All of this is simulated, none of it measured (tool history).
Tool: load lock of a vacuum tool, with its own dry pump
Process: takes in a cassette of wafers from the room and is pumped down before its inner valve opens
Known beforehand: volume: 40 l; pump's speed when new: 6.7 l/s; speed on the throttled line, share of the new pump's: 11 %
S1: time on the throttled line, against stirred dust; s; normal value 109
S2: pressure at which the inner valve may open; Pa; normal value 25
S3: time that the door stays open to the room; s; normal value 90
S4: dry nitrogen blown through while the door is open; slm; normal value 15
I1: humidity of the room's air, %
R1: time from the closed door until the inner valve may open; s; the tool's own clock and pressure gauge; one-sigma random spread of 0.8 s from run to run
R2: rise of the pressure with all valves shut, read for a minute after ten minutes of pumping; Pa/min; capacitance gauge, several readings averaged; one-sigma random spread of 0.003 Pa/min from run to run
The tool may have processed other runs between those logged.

| run | day | S1 | S2 | S3 | S4 | I1 | R1 | R2 |
|---|---|---|---|---|---|---|---|---|
| 1 | 0.000 | 109 | 25 | 90 | 15 | 47.2 | 148.6 | 0.063 |
| 2 | 25.750 | 109 | 25 | 90 | 15 | 44.5 | 151.1 | 0.057 |
| 3 | 42.529 | 109 | 25 | 90 | 15 | 43.9 | 150.2 | 0.055 |
| 4 | 53.154 | 109 | 25 | 90 | 15 | 45.4 | 151.0 | 0.059 |
| 5 | 69.308 | 109 | 25 | 90 | 15 | 45.4 | 150.9 | 0.063 |
| 6 | 85.042 | 109 | 25 | 90 | 15 | 44.9 | 150.7 | 0.058 |
| 7 | 103.804 | 109 | 25 | 90 | 15 | 43.7 | 150.9 | 0.067 |
| 8 | 126.321 | 109 | 25 | 90 | 15 | 45.4 | 151.5 | 0.068 |
| 9 | 149.546 | 109 | 25 | 90 | 15 | 44.8 | 151.2 | 0.061 |
| 10 | 175.233 | 109 | 25 | 90 | 15 | 40.5 | 151.1 | 0.063 |
| 11 | 192.238 | 109 | 25 | 90 | 15 | 45.6 | 152.5 | 0.067 |
| 12 | 216.200 | 109 | 40 | 90 | 15 | 50.1 | 148.5 | 0.075 |
| 13 | 236.550 | 135 | 25 | 90 | 15 | 44.7 | 177.4 | 0.064 |
| 14 | 256.946 | 135 | 25 | 90 | 15 | 46.8 | 174.6 | 0.064 |
| 15 | 268.254 | 109 | 29 | 90 | 35 | 44.9 | 151.6 | 0.055 |
| 16 | 279.983 | 64 | 21 | 90 | 18 | 44.5 | 115.5 | 0.064 |
| 17 | 298.617 | 64 | 19 | 109 | 17 | 44.3 | 116.7 | 0.080 |
| 18 | 316.929 | 64 | 19 | 109 | 17 | 46.8 | 115.5 | 0.077 |
| 19 | 341.971 | 64 | 22 | 109 | 24 | 45.6 | 116.1 | 0.072 |
| 20 | 361.362 | 153 | 49 | 57 | 8 | 42.6 | 188.7 | 0.068 |
| 21 | 385.483 | 153 | 42 | 62 | 8 | 46.1 | 190.1 | 0.070 |
| 22 | 398.342 | 156 | 25 | 90 | 9 | 42.0 | 196.9 | 0.086 |
| 23 | 424.312 | 156 | 25 | 90 | 9 | 48.0 | 194.9 | 0.088 |
| 24 | 448.262 | 77 | 29 | 90 | 26 | 45.4 | 126.9 | 0.070 |
| 25 | 464.238 | 77 | 29 | 90 | 26 | 42.5 | 127.9 | 0.067 |

Each row is a separate what-if for the run after 25, all from the same tool condition, not one after another. Results?
| A | 478.346 | 75 | 36 | 66 | 26 | 45.4 | ? | ? |
| B | 478.346 | 77 | 19 | 67 | 29 | 46.6 | ? | ? |
| C | 478.346 | 109 | 25 | 212 | 15 | 44.1 | ? | ? |
| D | 478.346 | 172 | 25 | 90 | 15 | 45.9 | ? | ? |
| E | 478.346 | 88 | 29 | 90 | 17 | 40.7 | ? | ? |

| run | R1 | R2 |
|---|---|---|
| A | 123.6 | 0.061 |
| B | 130.5 | 0.062 |
| C | 157.3 | 0.118 |
| D | 209.8 | 0.083 |
| E | 137.3 | 0.069 |
With no hidden state in the tool, these same runs would have given:
| run | R1 | R2 |
|---|---|---|
| A | 113.9 | 0.031 |
| B | 119.8 | 0.033 |
| C | 147.8 | 0.089 |
| D | 202.0 | 0.053 |
| E | 127.5 | 0.040 |
